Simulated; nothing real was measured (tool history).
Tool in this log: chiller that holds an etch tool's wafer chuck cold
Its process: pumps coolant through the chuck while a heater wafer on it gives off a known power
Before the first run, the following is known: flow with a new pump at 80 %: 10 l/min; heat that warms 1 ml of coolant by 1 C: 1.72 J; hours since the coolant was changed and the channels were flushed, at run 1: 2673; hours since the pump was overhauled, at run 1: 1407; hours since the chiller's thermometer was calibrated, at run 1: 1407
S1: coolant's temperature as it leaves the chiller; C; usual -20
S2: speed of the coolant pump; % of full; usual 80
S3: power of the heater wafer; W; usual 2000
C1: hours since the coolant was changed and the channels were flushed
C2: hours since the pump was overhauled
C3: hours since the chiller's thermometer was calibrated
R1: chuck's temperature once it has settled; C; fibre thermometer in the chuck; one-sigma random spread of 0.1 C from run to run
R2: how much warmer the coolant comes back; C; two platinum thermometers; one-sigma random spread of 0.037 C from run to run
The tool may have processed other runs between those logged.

run 1 hour=0 | S1=-20 S2=80 S3=2000 | C1=2673 C2=1407 C3=1407 | R1=1.7 R2=7.38
run 2 hour=34.7 | S1=-20 S2=80 S3=2000 | C1=2708 C2=1442 C3=1442 | R1=2.2 R2=7.35
run 3 hour=64.1 | S1=-20 S2=80 S3=2000 | C1=2737 C2=1471 C3=1471 | R1=2 R2=7.38
run 4 hour=100.5 | S1=-20 S2=80 S3=2000 | C1=2774 C2=1508 C3=1508 | R1=1.9 R2=7.43
run 5 hour=124.2 | S1=-20 S2=80 S3=2000 | C1=2797 C2=1531 C3=1531 | R1=1.9 R2=7.47
run 6 hour=167.7 | S1=-10 S2=80 S3=2000 | C1=2841 C2=1575 C3=1575 | R1=12 R2=7.39
run 7 hour=205.1 | S1=-20 S2=66 S3=2000 | C1=2878 C2=1612 C3=1612 | R1=5 R2=9.12
run 8 hour=232.2 | S1=-20 S2=66 S3=2000 | C1=2905 C2=1639 C3=1639 | R1=5.1 R2=9.12
run 9 hour=261.9 | S1=-20 S2=66 S3=2000 | C1=2935 C2=1669 C3=1669 | R1=5 R2=9.15
run 10 hour=294 | S1=-20 S2=66 S3=2000 | C1=2967 C2=1701 C3=1701 | R1=5.1 R2=9.15
run 11 hour=323.8 | S1=-20 S2=66 S3=2000 | C1=2997 C2=1731 C3=1731 | R1=5.2 R2=9.06
run 12 hour=343.1 | S1=-20 S2=66 S3=2000 | C1=3016 C2=1750 C3=1750 | R1=5.4 R2=9.14
run 13 hour=378.6 | S1=-20 S2=66 S3=2000 | C1=3052 C2=1786 C3=1786 | R1=5.3 R2=9.22
-- hour=386.9 coolant pump overhauled
run 14 hour=425.9 | S1=-20 S2=80 S3=2000 | C1=3094 C2=39 C3=1828 | R1=2.9 R2=7.79
run 15 hour=452.6 | S1=-20 S2=80 S3=2000 | C1=3121 C2=66 C3=1855 | R1=2.9 R2=7.75
run 16 hour=480.9 | S1=-29 S2=80 S3=2000 | C1=3149 C2=94 C3=1883 | R1=-6.2 R2=7.82
run 17 hour=512.6 | S1=-14 S2=83 S3=1238 | C1=3181 C2=126 C3=1915 | R1=0 R2=4.65
-- hour=519.9 coolant pump overhauled, once more
run 18 hour=548.6 | S1=-12 S2=85 S3=2879 | C1=3212 C2=29 C3=1946 | R1=17.5 R2=9.43
run 19 hour=586.8 | S1=-29 S2=85 S3=2879 | C1=3250 C2=67 C3=1984 | R1=0.5 R2=9.45
run 20 hour=615.1 | S1=-25 S2=64 S3=1035 | C1=3278 C2=95 C3=2012 | R1=-11.8 R2=4.61
run 21 hour=646.5 | S1=-25 S2=64 S3=1035 | C1=3310 C2=127 C3=2044 | R1=-11.9 R2=4.59
run 22 hour=681.2 | S1=-25 S2=90 S3=1517 | C1=3344 C2=161 C3=2078 | R1=-9.7 R2=4.67
run 23 hour=710.8 | S1=-23 S2=90 S3=1517 | C1=3374 C2=191 C3=2108 | R1=-7.6 R2=4.76
-- hour=742.5 coolant changed, channels flushed
run 24 hour=744.3 | S1=-30 S2=77 S3=2529 | C1=2 C2=218 C3=2135 | R1=-3.6 R2=9.29
run 25 hour=780.2 | S1=-13 S2=66 S3=2529 | C1=38 C2=254 C3=2171 | R1=15.9 R2=10.98
run 26 hour=824.5 | S1=-13 S2=66 S3=2529 | C1=82 C2=299 C3=2216 | R1=16.1 R2=10.96
run 27 hour=861.4 | S1=-13 S2=66 S3=2529 | C1=119 C2=336 C3=2253 | R1=16.1 R2=10.98
run 28 hour=900.9 | S1=-28 S2=80 S3=1160 | C1=158 C2=375 C3=2292 | R1=-16 R2=4.11
run 29 hour=924.3 | S1=-28 S2=80 S3=1160 | C1=182 C2=398 C3=2315 | R1=-15.9 R2=4.14
run 30 hour=953.8 | S1=-28 S2=64 S3=2105 | C1=211 C2=428 C3=2345 | R1=-3 R2=9.54

For run 31, what comes out?
run 31 hour=999 | S1=-16 S2=80 S3=2109 | C1=257 C2=473 C3=2390 | R1=? R2=?

Run 31 measured R1 5.6 C, R2 7.52 C.
If the tool had no hidden condition, the same run with the same run-to-run variation would have returned R1 4.6 C, R2 7.37 C.
